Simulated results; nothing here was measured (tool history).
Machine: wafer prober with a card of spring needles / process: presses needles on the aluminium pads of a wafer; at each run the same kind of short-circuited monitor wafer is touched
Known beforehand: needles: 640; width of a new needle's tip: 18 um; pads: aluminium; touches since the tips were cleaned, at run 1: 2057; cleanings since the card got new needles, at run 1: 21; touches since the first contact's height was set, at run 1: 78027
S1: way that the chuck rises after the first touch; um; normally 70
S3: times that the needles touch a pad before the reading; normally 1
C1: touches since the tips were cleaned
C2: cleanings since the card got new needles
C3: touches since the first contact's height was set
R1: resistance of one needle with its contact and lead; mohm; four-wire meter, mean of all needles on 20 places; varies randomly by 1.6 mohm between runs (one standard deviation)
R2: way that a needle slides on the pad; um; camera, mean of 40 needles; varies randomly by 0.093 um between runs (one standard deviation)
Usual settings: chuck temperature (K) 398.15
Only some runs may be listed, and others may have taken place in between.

run 1 day=0.000 | S1=70 chuck_temperature_(K)=398.15 S3=1 | C1=2057 C2=21 C3=78027 | R1=158 R2=18.95
-- day=0.108 tips cleaned on abrasive film
-- day=0.412 tips cleaned on abrasive film
run 2 day=0.454 | S1=70 chuck_temperature_(K)=398.15 S3=1 | C1=490 C2=23 C3=83170 | R1=159 R2=18.89
-- day=0.688 tips cleaned on abrasive film
run 3 day=0.833 | S1=70 chuck_temperature_(K)=398.15 S3=1 | C1=1691 C2=24 C3=87480 | R1=155 R2=18.71
-- day=0.996 tips cleaned on abrasive film
run 4 day=1.079 | S1=70 chuck_temperature_(K)=398.15 S3=1 | C1=967 C2=25 C3=90252 | R1=156 R2=18.78
-- day=1.296 tips cleaned on abrasive film
run 5 day=1.546 | S1=70 chuck_temperature_(K)=398.15 S3=1 | C1=2868 C2=26 C3=95554 | R1=154 R2=18.82
-- day=1.596 tips cleaned on abrasive film
-- day=1.875 tips cleaned on abrasive film
run 6 day=2.050 | S1=70 chuck_temperature_(K)=309.15 S3=1 | C1=2027 C2=28 C3=101279 | R1=141 R2=18.82
-- day=2.175 tips cleaned on abrasive film
run 7 day=2.325 | S1=70 chuck_temperature_(K)=309.15 S3=1 | C1=1732 C2=29 C3=104376 | R1=142 R2=18.75
-- day=2.475 tips cleaned on abrasive film
-- day=2.767 tips cleaned on abrasive film
run 8 day=2.767 | S1=70 chuck_temperature_(K)=309.15 S3=1 | C1=0 C2=31 C3=109379 | R1=142 R2=18.80
-- day=3.067 tips cleaned on abrasive film
run 9 day=3.254 | S1=70 chuck_temperature_(K)=309.15 S3=1 | C1=2177 C2=32 C3=114935 | R1=141 R2=18.76
-- day=3.367 tips cleaned on abrasive film
run 10 day=3.579 | S1=70 chuck_temperature_(K)=369.15 S3=1 | C1=2455 C2=33 C3=118634 | R1=153 R2=18.83
-- day=3.675 tips cleaned on abrasive film
run 11 day=3.879 | S1=70 chuck_temperature_(K)=369.15 S3=1 | C1=2339 C2=34 C3=122022 | R1=155 R2=18.71
-- day=3.958 tips cleaned on abrasive film
run 12 day=4.196 | S1=70 chuck_temperature_(K)=369.15 S3=1 | C1=2750 C2=35 C3=125636 | R1=154 R2=18.71
-- day=4.250 tips cleaned on abrasive film
-- day=4.525 tips cleaned on abrasive film
run 13 day=4.712 | S1=70 chuck_temperature_(K)=369.15 S3=1 | C1=2165 C2=37 C3=131482 | R1=152 R2=18.98
-- day=4.817 tips cleaned on abrasive film
run 14 day=4.992 | S1=70 chuck_temperature_(K)=369.15 S3=1 | C1=2054 C2=38 C3=134652 | R1=154 R2=18.76
-- day=5.092 tips cleaned on abrasive film
-- day=5.383 tips cleaned on abrasive film
run 15 day=5.496 | S1=70 chuck_temperature_(K)=369.15 S3=1 | C1=1276 C2=40 C3=140316 | R1=151 R2=18.79
-- day=5.700 tips cleaned on abrasive film
-- day=5.975 tips cleaned on abrasive film
run 16 day=6.088 | S1=70 chuck_temperature_(K)=369.15 S3=1 | C1=1304 C2=42 C3=147050 | R1=154 R2=18.96
-- day=6.254 tips cleaned on abrasive film
-- day=6.300 height of the first contact set anew
run 17 day=6.492 | S1=70 chuck_temperature_(K)=369.15 S3=1 | C1=2554 C2=43 C3=2176 | R1=153 R2=18.84
-- day=6.567 tips cleaned on abrasive film
-- day=6.862 tips cleaned on abrasive film
run 18 day=6.883 | S1=70 chuck_temperature_(K)=369.15 S3=1 | C1=234 C2=45 C3=6580 | R1=153 R2=18.94
-- day=7.154 tips cleaned on abrasive film
run 19 day=7.388 | S1=70 chuck_temperature_(K)=369.15 S3=1 | C1=2691 C2=46 C3=12343 | R1=153 R2=18.93
-- day=7.471 tips cleaned on abrasive film
-- day=7.758 tips cleaned on abrasive film
run 20 day=7.804 | S1=72 chuck_temperature_(K)=398.15 S3=1 | C1=558 C2=48 C3=17062 | R1=157 R2=19.42
-- day=8.054 tips cleaned on abrasive film
run 21 day=8.267 | S1=64 chuck_temperature_(K)=398.15 S3=1 | C1=2406 C2=49 C3=22302 | R1=158 R2=17.30
-- day=8.350 tips cleaned on abrasive film
run 22 day=8.517 | S1=63 chuck_temperature_(K)=380.15 S3=1 | C1=1916 C2=50 C3=25164 | R1=155 R2=16.99
-- day=8.638 tips cleaned on abrasive film
-- day=8.921 tips cleaned on abrasive film
run 23 day=9.071 | S1=63 chuck_temperature_(K)=380.15 S3=1 | C1=1708 C2=52 C3=31419 | R1=155 R2=16.98
-- day=9.200 tips cleaned on abrasive film
-- day=9.504 tips cleaned on abrasive film
run 24 day=9.575 | S1=63 chuck_temperature_(K)=380.15 S3=1 | C1=812 C2=54 C3=37123 | R1=155 R2=16.96
-- day=9.783 tips cleaned on abrasive film
run 25 day=9.904 | S1=61 chuck_temperature_(K)=373.15 S3=2 | C1=1420 C2=55 C3=40875 | R1=156 R2=16.48
-- day=10.054 tips cleaned on abrasive film
run 26 day=10.317 | S1=56 chuck_temperature_(K)=366.15 S3=2 | C1=3005 C2=56 C3=45564 | R1=154 R2=15.09
-- day=10.354 tips cleaned on abrasive film
-- day=10.633 tips cleaned on abrasive film
run 27 day=10.733 | S1=70 chuck_temperature_(K)=398.15 S3=1 | C1=1115 C2=58 C3=50242 | R1=160 R2=18.65
-- day=10.917 tips cleaned on abrasive film
run 28 day=11.042 | S1=52 chuck_temperature_(K)=306.15 S3=1 | C1=1452 C2=59 C3=53777 | R1=144 R2=13.80
-- day=11.212 tips cleaned on abrasive film
-- day=11.517 tips cleaned on abrasive film
run 29 day=11.567 | S1=70 chuck_temperature_(K)=329.15 S3=1 | C1=606 C2=61 C3=59714 | R1=147 R2=18.90
-- day=11.800 tips cleaned on abrasive film
run 30 day=11.938 | S1=51 chuck_temperature_(K)=317.15 S3=2 | C1=1603 C2=62 C3=63919 | R1=146 R2=13.72
-- day=12.083 tips cleaned on abrasive film
run 31 day=12.221 | S1=73 chuck_temperature_(K)=317.15 S3=2 | C1=1609 C2=63 C3=67148 | R1=143 R2=19.54

Predict each of these 4 candidate next runs independently; none follows another, all start after run 31:
-- day=12.362 tips cleaned on abrasive film
-- day=12.642 tips cleaned on abrasive film
run A day=12.675 | S1=54 chuck_temperature_(K)=303.15 S3=2 | C1=408 C2=65 C3=72271 | R1=? R2=?
-- day=12.362 tips cleaned on abrasive film
-- day=12.642 tips cleaned on abrasive film
run B day=12.675 | S1=86 chuck_temperature_(K)=322.15 S3=2 | C1=408 C2=65 C3=72271 | R1=? R2=?
-- day=12.362 tips cleaned on abrasive film
-- day=12.642 tips cleaned on abrasive film
run C day=12.675 | S1=78 chuck_temperature_(K)=317.15 S3=2 | C1=408 C2=65 C3=72271 | R1=? R2=?
-- day=12.362 tips cleaned on abrasive film
-- day=12.642 tips cleaned on abrasive film
run D day=12.675 | S1=71 chuck_temperature_(K)=398.15 S3=3 | C1=408 C2=65 C3=72271 | R1=? R2=?

run=A R1=146 R2=14.52
run=B R1=143 R2=23.11
run=C R1=143 R2=21.05
run=D R1=158 R2=19.19
With no hidden state in the tool, these same runs would have given:
run=A R1=146 R2=14.53
run=B R1=143 R2=23.12
run=C R1=143 R2=21.06
run=D R1=158 R2=19.20
